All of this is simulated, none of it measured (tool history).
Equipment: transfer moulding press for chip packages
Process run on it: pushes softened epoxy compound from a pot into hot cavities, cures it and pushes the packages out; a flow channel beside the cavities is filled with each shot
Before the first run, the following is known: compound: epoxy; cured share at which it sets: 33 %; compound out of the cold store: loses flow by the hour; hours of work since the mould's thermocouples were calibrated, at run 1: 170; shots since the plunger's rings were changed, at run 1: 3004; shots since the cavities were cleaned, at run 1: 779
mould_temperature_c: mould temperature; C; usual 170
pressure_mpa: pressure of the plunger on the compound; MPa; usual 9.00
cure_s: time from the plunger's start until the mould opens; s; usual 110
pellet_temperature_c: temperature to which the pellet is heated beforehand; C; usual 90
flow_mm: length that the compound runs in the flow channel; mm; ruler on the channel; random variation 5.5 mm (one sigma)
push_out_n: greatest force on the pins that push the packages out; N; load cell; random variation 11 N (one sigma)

run	hour	mould_temperature_c	pressure_mpa	cure_s	pellet_temperature_c	hours of work since the mould's thermocouples were calibrated	shots since the plunger's rings were changed	shots since the cavities were cleaned	incoming compound's hours out of the cold store	flow_mm	push_out_n
1	0.0	170	9.00	110	90	170	3004	779	39.9	509	902
2	16.8	170	9.19	110	90	180	3162	937	38.3	521	928
3	24.7	175	9.00	110	90	185	3237	1012	38.1	511	762
# hour 33.0: cavities cleaned with cleaning compound and waxed
4	36.4	175	9.00	110	90	191	3332	32	8.4	602	421
5	43.9	175	9.00	110	90	196	3403	103	35.2	508	466
6	55.5	170	9.00	110	90	203	3512	212	45.2	498	651
7	69.8	170	9.00	110	90	211	3647	347	19.5	562	771
8	86.2	170	9.00	110	90	221	3802	502	39.4	503	837
# hour 89.7: mould's thermocouples calibrated
9	103.9	173	9.00	110	90	9	3950	650	42.7	487	757
10	118.2	173	9.00	110	90	17	4084	784	35.8	511	799
11	136.4	173	9.00	110	90	28	4255	955	39.3	491	825
# hour 139.2: mould's thermocouples calibrated, once more
# hour 151.7: cavities cleaned with cleaning compound and waxed
12	156.6	173	9.00	110	90	10	4413	46	40.3	505	445
13	165.7	173	9.00	110	90	15	4499	132	27.6	540	512
14	176.1	173	9.00	110	90	22	4596	229	36.5	507	580
15	183.9	173	9.00	110	90	26	4670	303	15.3	572	641
# hour 196.2: plunger's sealing rings changed
16	203.4	173	9.00	110	90	37	68	463	21.8	580	688
17	215.7	173	9.00	110	90	44	184	579	12.9	612	743
18	224.6	173	9.00	92	90	50	268	663	40.2	522	987
19	233.4	173	9.00	92	90	55	351	746	31.6	556	1049
20	247.8	170	8.68	110	83	64	487	882	24.7	573	931
21	264.5	170	8.68	110	83	74	644	1039	47.2	498	899
# hour 270.1: cavities cleaned with cleaning compound and waxed
22	276.0	170	8.68	110	83	80	738	56	22.5	574	565
23	286.2	170	8.68	110	83	86	834	152	36.9	523	629
24	301.2	165	8.68	110	88	95	975	293	16.8	595	1103
25	309.7	165	8.68	112	87	101	1055	373	46.5	507	969
26	322.4	164	10.20	138	98	108	1175	493	33.0	598	757
27	339.7	164	10.20	138	98	119	1338	656	31.0	587	830
28	355.7	176	8.28	130	81	129	1489	807	18.9	563	654

Each row is a separate what-if for the run after 28, all from the same tool condition, not one after another. Results?
A	371.4	168	9.00	144	90	138	1637	955	21.8	?	?
B	371.4	168	8.28	130	83	138	1637	955	10.6	?	?
C	371.4	175	8.56	104	81	138	1637	955	41.7	?	?
D	371.4	172	9.00	110	90	138	1637	955	12.6	?	?
E	371.4	170	9.26	110	90	138	1637	955	19.9	?	?

run	flow_mm	push_out_n
A	577	696
B	594	852
C	498	800
D	602	898
E	591	998
With no hidden state in the tool, these same runs would have given:
run	flow_mm	push_out_n
A	589	357
B	606	438
C	508	410
D	615	459
E	603	509
